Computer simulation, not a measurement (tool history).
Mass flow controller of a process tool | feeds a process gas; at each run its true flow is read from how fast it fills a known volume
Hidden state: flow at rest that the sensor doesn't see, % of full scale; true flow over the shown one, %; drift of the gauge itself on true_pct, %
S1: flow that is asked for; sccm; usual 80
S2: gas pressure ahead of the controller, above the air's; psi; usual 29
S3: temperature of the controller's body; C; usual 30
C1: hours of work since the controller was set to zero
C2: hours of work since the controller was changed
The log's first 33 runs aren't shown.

{"run": 34, "hour": 2536.1, "S1": 59, "S2": 24.1, "S3": 30, "C1": 56, "C2": 3161, "true flow (%)": 98.99}
{"run": 35, "hour": 2606.7, "S1": 59, "S2": 24.1, "S3": 30, "C1": 100, "C2": 3205, "true flow (%)": 98.75}
{"run": 36, "hour": 2710.4, "S1": 59, "S2": 24.1, "S3": 30, "C1": 164, "C2": 3269, "true flow (%)": 98.84}
{"run": 37, "hour": 2789.9, "S1": 83, "S2": 40, "S3": 29, "C1": 214, "C2": 3319, "true flow (%)": 99.41}
{"run": 38, "hour": 2849.6, "S1": 48, "S2": 36.3, "S3": 36, "C1": 250, "C2": 3356, "true flow (%)": 98.73}
{"run": 39, "hour": 2934.9, "S1": 80, "S2": 23.6, "S3": 26, "C1": 303, "C2": 3408, "true flow (%)": 99.04}
{"run": 40, "hour": 3006.1, "S1": 80, "S2": 23.6, "S3": 26, "C1": 347, "C2": 3453, "true flow (%)": 99.24}
{"run": 41, "hour": 3080.7, "S1": 80, "S2": 23.6, "S3": 26, "C1": 394, "C2": 3499, "true flow (%)": 99.08}
{"run": 42, "hour": 3191.6, "S1": 80, "S2": 23.6, "S3": 26, "C1": 462, "C2": 3568, "true flow (%)": 99.13}
{"run": 43, "hour": 3255.6, "S1": 80, "S2": 23.6, "S3": 26, "C1": 502, "C2": 3607, "true flow (%)": 99.03}
{"run": 44, "hour": 3309.7, "S1": 71, "S2": 21.6, "S3": 30, "C1": 536, "C2": 3641, "true flow (%)": 98.84}
{"run": 45, "hour": 3410.5, "S1": 193, "S2": 28.3, "S3": 31, "C1": 598, "C2": 3703, "true flow (%)": 100.26}

4 ways to go on from here, each from the tool as it stands after run 45. What would each give?
{"run": "A", "hour": 3467.8, "S1": 73, "S2": 23.8, "S3": 33, "C1": 633, "C2": 3739, "true flow (%)": "?"}
{"run": "B", "hour": 3467.8, "S1": 193, "S2": 22.5, "S3": 39, "C1": 633, "C2": 3739, "true flow (%)": "?"}
{"run": "C", "hour": 3467.8, "S1": 80, "S2": 29.2, "S3": 30, "C1": 633, "C2": 3739, "true flow (%)": "?"}
{"run": "D", "hour": 3467.8, "S1": 193, "S2": 28.3, "S3": 28, "C1": 633, "C2": 3739, "true flow (%)": "?"}

run=A true_flow_(%)=98.94
run=B true_flow_(%)=99.97
run=C true_flow_(%)=99.09
run=D true_flow_(%)=100.34
Without the tool's hidden state the same runs would have given:
run=A true_flow_(%)=98.64
run=B true_flow_(%)=99.46
run=C true_flow_(%)=98.76
run=D true_flow_(%)=99.82
